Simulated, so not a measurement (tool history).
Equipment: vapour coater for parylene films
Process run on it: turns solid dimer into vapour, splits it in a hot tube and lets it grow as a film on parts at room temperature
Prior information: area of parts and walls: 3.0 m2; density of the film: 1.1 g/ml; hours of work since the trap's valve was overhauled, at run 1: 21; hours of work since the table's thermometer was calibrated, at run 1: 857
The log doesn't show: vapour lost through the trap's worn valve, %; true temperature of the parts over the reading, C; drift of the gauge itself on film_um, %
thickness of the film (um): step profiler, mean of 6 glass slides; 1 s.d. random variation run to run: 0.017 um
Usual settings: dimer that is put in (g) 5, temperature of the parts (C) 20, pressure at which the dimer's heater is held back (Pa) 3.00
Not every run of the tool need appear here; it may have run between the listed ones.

run,hour,dimer that is put in (g),temperature of the parts (C),pressure at which the dimer's heater is held back (Pa),hours of work since the trap's valve was overhauled,hours of work since the table's thermometer was calibrated,thickness of the film (um)
1,0.0,5,20,3.00,21,857,1.32
2,34.4,5,20,3.00,51,887,1.29
3,86.0,5,20,3.00,95,932,1.31
4,124.8,5,20,3.38,129,965,1.28
5,166.7,3,20,3.00,165,1002,0.75
6,196.8,3,20,3.00,191,1028,0.81
# hour 232.1: trap's valve overhauled
7,247.3,3,20,3.00,13,1068,0.81
# hour 263.0: table's thermometer calibrated
8,303.0,3,20,3.00,60,35,0.81
9,356.3,3,20,3.00,107,81,0.79
10,396.6,3,20,3.00,142,116,0.78
11,442.3,2,27,8.58,181,155,0.32
12,469.4,3,29,3.56,205,179,0.49
# hour 488.9: trap's valve overhauled
13,518.9,3,28,3.55,26,218,0.52
14,566.7,3,28,5.73,67,259,0.49
15,610.7,8,21,6.02,105,298,1.74
16,653.9,4,23,7.69,143,335,0.78
17,681.7,4,23,7.69,167,359,0.79
18,733.9,3,30,3.02,212,404,0.51
# hour 745.7: trap's valve overhauled
19,767.4,5,21,6.25,19,430,1.07

4 options for the next run, each taken on its own from the tool as it stands now. Forecast them:
A,800.8,5,20,8.34,48,459,?
B,800.8,5,20,4.06,48,459,?
C,800.8,4,17,7.67,48,459,?
D,800.8,3,13,3.61,48,459,?

run,thickness of the film (um)
A,1.06
B,1.22
C,1.01
D,0.91
With no hidden state in the tool, these same runs would have given:
run,thickness of the film (um)
A,1.06
B,1.22
C,1.01
D,0.91
